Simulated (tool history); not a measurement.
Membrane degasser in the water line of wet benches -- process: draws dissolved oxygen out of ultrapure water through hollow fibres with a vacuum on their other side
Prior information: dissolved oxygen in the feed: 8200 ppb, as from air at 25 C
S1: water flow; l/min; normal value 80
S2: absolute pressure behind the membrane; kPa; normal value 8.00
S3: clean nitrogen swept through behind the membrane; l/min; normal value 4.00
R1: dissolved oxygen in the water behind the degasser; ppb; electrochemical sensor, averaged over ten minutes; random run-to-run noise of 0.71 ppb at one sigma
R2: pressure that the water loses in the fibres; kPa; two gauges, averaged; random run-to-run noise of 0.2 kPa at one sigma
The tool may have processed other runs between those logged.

run 1 hour=0.0 | S1=80 S2=8.00 S3=4.00 | R1=223.4 R2=47.79
run 2 hour=152.0 | S1=80 S2=8.00 S3=4.00 | R1=224.3 R2=48.18
run 3 hour=494.5 | S1=80 S2=15.76 S3=4.00 | R1=541.6 R2=48.07
run 4 hour=656.7 | S1=80 S2=8.00 S3=4.00 | R1=225.1 R2=47.94
run 5 hour=818.4 | S1=80 S2=8.00 S3=5.38 | R1=177.9 R2=48.21
run 6 hour=1145.2 | S1=49 S2=8.00 S3=5.38 | R1=107.9 R2=29.65
run 7 hour=1449.6 | S1=123 S2=11.22 S3=3.11 | R1=639.0 R2=74.26
run 8 hour=1788.5 | S1=123 S2=11.22 S3=3.64 | R1=572.2 R2=74.25
run 9 hour=2113.7 | S1=120 S2=8.00 S3=8.22 | R1=201.2 R2=73.06
run 10 hour=2321.5 | S1=95 S2=5.15 S3=2.05 | R1=203.7 R2=57.57

Missing from the log above: 2 entries noted between runs. For each, name the pair of listed runs it sits between and say how the tool's hidden condition differs from the listed run just before to the listed run just after:
Between runs 3 and 4: vacuum gauge calibrated (hour 509.3)
  membrane still open, %: 93.4 -> 93.3; true pressure behind the membrane over the reading, kPa: -0.01 -> 0; air that leaks in behind the membrane, l/min: 0.0072 -> 0.0074
  measured minus no-state result, R1: +5.4 -> +5.7 ppb; R2: +3.19 -> +3.21 kPa
Between runs 7 and 8: vacuum gauge calibrated, once more (hour 1481.9)
  membrane still open, %: 92.9 -> 92.8; true pressure behind the membrane over the reading, kPa: 0.03 -> 0.05; air that leaks in behind the membrane, l/min: 0.0081 -> 0.0085
  measured minus no-state result, R1: +14.4 -> +16.4 ppb; R2: +5.24 -> +5.37 kPa
